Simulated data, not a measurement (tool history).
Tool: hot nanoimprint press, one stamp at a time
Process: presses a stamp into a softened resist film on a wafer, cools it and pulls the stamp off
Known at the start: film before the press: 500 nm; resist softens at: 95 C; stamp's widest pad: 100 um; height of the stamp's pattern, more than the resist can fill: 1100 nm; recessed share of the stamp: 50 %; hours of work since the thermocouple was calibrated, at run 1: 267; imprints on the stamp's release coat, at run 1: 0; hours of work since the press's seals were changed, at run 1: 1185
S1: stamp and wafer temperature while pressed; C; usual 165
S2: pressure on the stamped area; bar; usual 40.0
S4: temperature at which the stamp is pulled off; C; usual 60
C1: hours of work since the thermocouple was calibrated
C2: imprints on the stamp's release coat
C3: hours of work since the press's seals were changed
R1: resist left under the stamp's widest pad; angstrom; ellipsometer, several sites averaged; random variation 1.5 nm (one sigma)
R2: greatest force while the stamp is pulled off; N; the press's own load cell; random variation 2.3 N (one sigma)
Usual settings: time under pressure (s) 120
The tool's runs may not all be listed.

{"run": 1, "hour": 0.0, "S1": 165, "S2": 40.0, "time under pressure (s)": 120, "S4": 60, "C1": 267, "C2": 0, "C3": 1185, "R1": 2487, "R2": 102}
{"run": 2, "hour": 65.5, "S1": 165, "S2": 40.0, "time under pressure (s)": 120, "S4": 60, "C1": 318, "C2": 296, "C3": 1236, "R1": 2502, "R2": 114}
{"run": 3, "hour": 128.6, "S1": 165, "S2": 40.0, "time under pressure (s)": 120, "S4": 60, "C1": 367, "C2": 581, "C3": 1285, "R1": 2536, "R2": 116}
{"hour": 158.2, "done": "press's hydraulic seals changed and the load cell set to zero"}
{"hour": 220.1, "done": "plate thermocouple calibrated"}
{"run": 4, "hour": 220.1, "S1": 165, "S2": 40.0, "time under pressure (s)": 83, "S4": 60, "C1": 0, "C2": 945, "C3": 46, "R1": 2708, "R2": 120}
{"run": 5, "hour": 254.6, "S1": 165, "S2": 40.0, "time under pressure (s)": 83, "S4": 60, "C1": 27, "C2": 1100, "C3": 73, "R1": 2681, "R2": 127}
{"hour": 332.4, "done": "stamp cleaned and given a new release coat"}
{"run": 6, "hour": 342.6, "S1": 161, "S2": 40.0, "time under pressure (s)": 83, "S4": 65, "C1": 91, "C2": 46, "C3": 136, "R1": 3166, "R2": 101}
{"run": 7, "hour": 384.4, "S1": 161, "S2": 40.0, "time under pressure (s)": 83, "S4": 65, "C1": 123, "C2": 235, "C3": 169, "R1": 3250, "R2": 103}
{"run": 8, "hour": 444.5, "S1": 165, "S2": 40.0, "time under pressure (s)": 89, "S4": 60, "C1": 170, "C2": 506, "C3": 216, "R1": 2708, "R2": 113}
{"run": 9, "hour": 485.6, "S1": 165, "S2": 40.0, "time under pressure (s)": 89, "S4": 60, "C1": 202, "C2": 692, "C3": 248, "R1": 2683, "R2": 119}
{"run": 10, "hour": 529.6, "S1": 165, "S2": 40.0, "time under pressure (s)": 89, "S4": 60, "C1": 236, "C2": 891, "C3": 282, "R1": 2701, "R2": 118}

3 ways to go on from here, each from the tool as it stands after run 10. What would each give?
{"run": "A", "hour": 570.7, "S1": 166, "S2": 40.0, "time under pressure (s)": 103, "S4": 60, "C1": 268, "C2": 1076, "C3": 314, "R1": "?", "R2": "?"}
{"run": "B", "hour": 570.7, "S1": 172, "S2": 49.5, "time under pressure (s)": 89, "S4": 60, "C1": 268, "C2": 1076, "C3": 314, "R1": "?", "R2": "?"}
{"run": "C", "hour": 570.7, "S1": 165, "S2": 58.4, "time under pressure (s)": 109, "S4": 67, "C1": 268, "C2": 1076, "C3": 314, "R1": "?", "R2": "?"}

run=A R1=2476 R2=123
run=B R1=1807 R2=125
run=C R1=2152 R2=114
Without the tool's hidden state the same runs would have given:
run=A R1=2405 R2=102
run=B R1=1749 R2=104
run=C R1=2078 R2=94
